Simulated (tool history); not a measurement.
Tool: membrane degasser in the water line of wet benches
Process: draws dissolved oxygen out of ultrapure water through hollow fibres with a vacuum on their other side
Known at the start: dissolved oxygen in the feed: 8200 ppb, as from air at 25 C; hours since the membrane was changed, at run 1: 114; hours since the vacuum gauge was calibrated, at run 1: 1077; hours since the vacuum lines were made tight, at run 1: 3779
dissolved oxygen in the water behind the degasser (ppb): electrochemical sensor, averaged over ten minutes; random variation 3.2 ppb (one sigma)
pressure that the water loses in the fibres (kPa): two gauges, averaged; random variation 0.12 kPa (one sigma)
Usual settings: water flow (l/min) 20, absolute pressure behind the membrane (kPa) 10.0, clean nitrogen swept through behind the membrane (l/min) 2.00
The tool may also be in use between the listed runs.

run     day  water flow (l/min)  absolute pressure behind the membrane (kPa)  clean nitrogen swept through behind the membrane (l/min)  hours since the membrane was changed  hours since the vacuum gauge was calibrated  hours since the vacuum lines were made tight  dissolved oxygen in the water behind the degasser (ppb)  pressure that the water loses in the fibres (kPa)
  1   0.000                  20                                         10.0                                                      2.00                                   114                                         1077                                          3779                                                    356.1                                              29.99
  2   3.400                  20                                         10.0                                                      2.00                                   196                                         1158                                          3860                                                    363.3                                              30.06
  3   6.804                  20                                         10.0                                                      2.00                                   277                                         1240                                          3942                                                    359.0                                              29.92
  4   9.671                  20                                          6.4                                                      2.00                                   346                                         1309                                          4011                                                    287.9                                              29.89
  5  12.767                  20                                          6.4                                                      2.00                                   421                                         1383                                          4085                                                    284.0                                              30.20
  6  17.538                  20                                          6.4                                                      2.00                                   535                                         1498                                          4199                                                    285.4                                              30.13
  7  22.279                  20                                         10.0                                                      1.21                                   649                                         1611                                          4313                                                    456.3                                              30.07
  8  26.829                  20                                         10.0                                                      2.00                                   758                                         1720                                          4422                                                    367.3                                              30.05
  9  29.612                  20                                         10.0                                                      2.00                                   825                                         1787                                          4489                                                    367.1                                              30.35
 10  32.054                  20                                         10.0                                                      2.00                                   883                                         1846                                          4548                                                    368.8                                              30.35
     32.338  -- vacuum gauge calibrated
 11  36.492                  20                                         10.0                                                      2.00                                   989                                          100                                          4654                                                    369.2                                              30.24
 12  39.029                  20                                         10.0                                                      2.76                                  1050                                          161                                          4715                                                    332.1                                              30.20
 13  43.925                  13                                         10.0                                                      4.68                                  1168                                          278                                          4832                                                    132.8                                              19.73
 14  47.121                  22                                         23.6                                                      2.00                                  1245                                          355                                          4909                                                    727.7                                              33.50
     49.046  -- vacuum gauge calibrated, once more
 15  49.167                  22                                         23.6                                                      2.00                                  1293                                            3                                          4958                                                    727.1                                              33.41
 16  52.208                  22                                         23.6                                                      2.00                                  1366                                           76                                          5031                                                    723.2                                              33.32
 17  57.167                  17                                         17.8                                                      2.00                                  1485                                          195                                          5150                                                    437.4                                              25.87
 18  60.746                  17                                         17.8                                                      2.00                                  1571                                          281                                          5235                                                    434.4                                              25.73
 19  65.658                  30                                         17.8                                                      2.85                                  1689                                          399                                          5353                                                    760.6                                              45.65
 20  68.262                  20                                         21.8                                                      2.35                                  1751                                          461                                          5416                                                    563.5                                              30.42

Forecast each of these 3 alternatives for the next run:
  A  72.350                  15                                         10.0                                                      0.97                                  1850                                          559                                          5514                                                        ?                                                  ?
  B  72.350                  31                                          6.3                                                      2.35                                  1850                                          559                                          5514                                                        ?                                                  ?
  C  72.350                  20                                         21.8                                                      2.37                                  1850                                          559                                          5514                                                        ?                                                  ?

run  dissolved oxygen in the water behind the degasser (ppb)  pressure that the water loses in the fibres (kPa)
  A                                                    353.9                                              22.91
  B                                                    551.0                                              47.20
  C                                                    563.6                                              30.65
Without the tool's hidden state the same runs would have given:
run  dissolved oxygen in the water behind the degasser (ppb)  pressure that the water loses in the fibres (kPa)
  A                                                    345.3                                              22.56
  B                                                    531.2                                              46.47
  C                                                    549.8                                              30.18
